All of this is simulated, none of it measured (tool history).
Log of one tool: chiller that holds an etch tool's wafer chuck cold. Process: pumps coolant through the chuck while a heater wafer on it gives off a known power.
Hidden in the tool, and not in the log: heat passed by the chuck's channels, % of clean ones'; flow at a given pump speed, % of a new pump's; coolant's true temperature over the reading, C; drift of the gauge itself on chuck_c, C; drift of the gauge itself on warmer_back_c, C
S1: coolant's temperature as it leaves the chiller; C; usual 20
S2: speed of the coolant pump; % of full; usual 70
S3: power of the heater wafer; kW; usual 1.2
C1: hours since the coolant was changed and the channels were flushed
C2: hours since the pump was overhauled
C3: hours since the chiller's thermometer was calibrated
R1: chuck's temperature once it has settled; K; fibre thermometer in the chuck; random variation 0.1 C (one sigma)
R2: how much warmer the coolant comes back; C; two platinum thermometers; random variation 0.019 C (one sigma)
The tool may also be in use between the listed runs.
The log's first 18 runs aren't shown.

{"run": 19, "hour": 826.5, "S1": 20, "S2": 71, "S3": 0.982, "C1": 3707, "C2": 1380, "C3": 1380, "R1": 302.25, "R2": 3.93}
{"run": 20, "hour": 876.9, "S1": 20, "S2": 71, "S3": 0.982, "C1": 3757, "C2": 1430, "C3": 1430, "R1": 302.35, "R2": 3.9}
{"run": 21, "hour": 903.6, "S1": 18, "S2": 63, "S3": 0.982, "C1": 3784, "C2": 1457, "C3": 1457, "R1": 301.35, "R2": 4.37}
{"run": 22, "hour": 949.1, "S1": 18, "S2": 63, "S3": 0.982, "C1": 3829, "C2": 1502, "C3": 1502, "R1": 301.25, "R2": 4.38}
{"run": 23, "hour": 992.5, "S1": 18, "S2": 63, "S3": 0.982, "C1": 3873, "C2": 1546, "C3": 1546, "R1": 301.45, "R2": 4.4}
{"run": 24, "hour": 1050.0, "S1": 18, "S2": 63, "S3": 0.982, "C1": 3930, "C2": 1603, "C3": 1603, "R1": 301.45, "R2": 4.38}
{"run": 25, "hour": 1090.6, "S1": 20, "S2": 71, "S3": 1.2, "C1": 3971, "C2": 1644, "C3": 1644, "R1": 304.25, "R2": 4.77}
{"run": 26, "hour": 1140.5, "S1": 20, "S2": 71, "S3": 1.2, "C1": 4021, "C2": 1694, "C3": 1694, "R1": 304.35, "R2": 4.79}
{"run": 27, "hour": 1191.5, "S1": 18, "S2": 70, "S3": 0.643, "C1": 4072, "C2": 1745, "C3": 1745, "R1": 297.15, "R2": 2.6}
{"run": 28, "hour": 1231.7, "S1": 18, "S2": 70, "S3": 0.643, "C1": 4112, "C2": 1785, "C3": 1785, "R1": 297.15, "R2": 2.58}
{"run": 29, "hour": 1294.2, "S1": 24, "S2": 77, "S3": 0.946, "C1": 4174, "C2": 1847, "C3": 1847, "R1": 305.35, "R2": 3.5}
{"run": 30, "hour": 1355.5, "S1": 13, "S2": 71, "S3": 0.668, "C1": 4236, "C2": 1909, "C3": 1909, "R1": 292.45, "R2": 2.66}
{"run": 31, "hour": 1391.2, "S1": 27, "S2": 80, "S3": 0.929, "C1": 4271, "C2": 1944, "C3": 1944, "R1": 307.95, "R2": 3.29}

3 ways to go on from here, each from the tool as it stands after run 31. What would each give?
{"run": "A", "hour": 1443.8, "S1": 27, "S2": 80, "S3": 1.655, "C1": 4324, "C2": 1997, "C3": 1997, "R1": "?", "R2": "?"}
{"run": "B", "hour": 1443.8, "S1": 28, "S2": 70, "S3": 0.646, "C1": 4324, "C2": 1997, "C3": 1997, "R1": "?", "R2": "?"}
{"run": "C", "hour": 1443.8, "S1": 10, "S2": 70, "S3": 1.072, "C1": 4324, "C2": 1997, "C3": 1997, "R1": "?", "R2": "?"}

run=A R1=313.95 R2=5.82
run=B R1=307.35 R2=2.59
run=C R1=293.35 R2=4.33
Without the tool's hidden state the same runs would have given:
run=A R1=313.95 R2=5.82
run=B R1=307.35 R2=2.59
run=C R1=293.25 R2=4.33

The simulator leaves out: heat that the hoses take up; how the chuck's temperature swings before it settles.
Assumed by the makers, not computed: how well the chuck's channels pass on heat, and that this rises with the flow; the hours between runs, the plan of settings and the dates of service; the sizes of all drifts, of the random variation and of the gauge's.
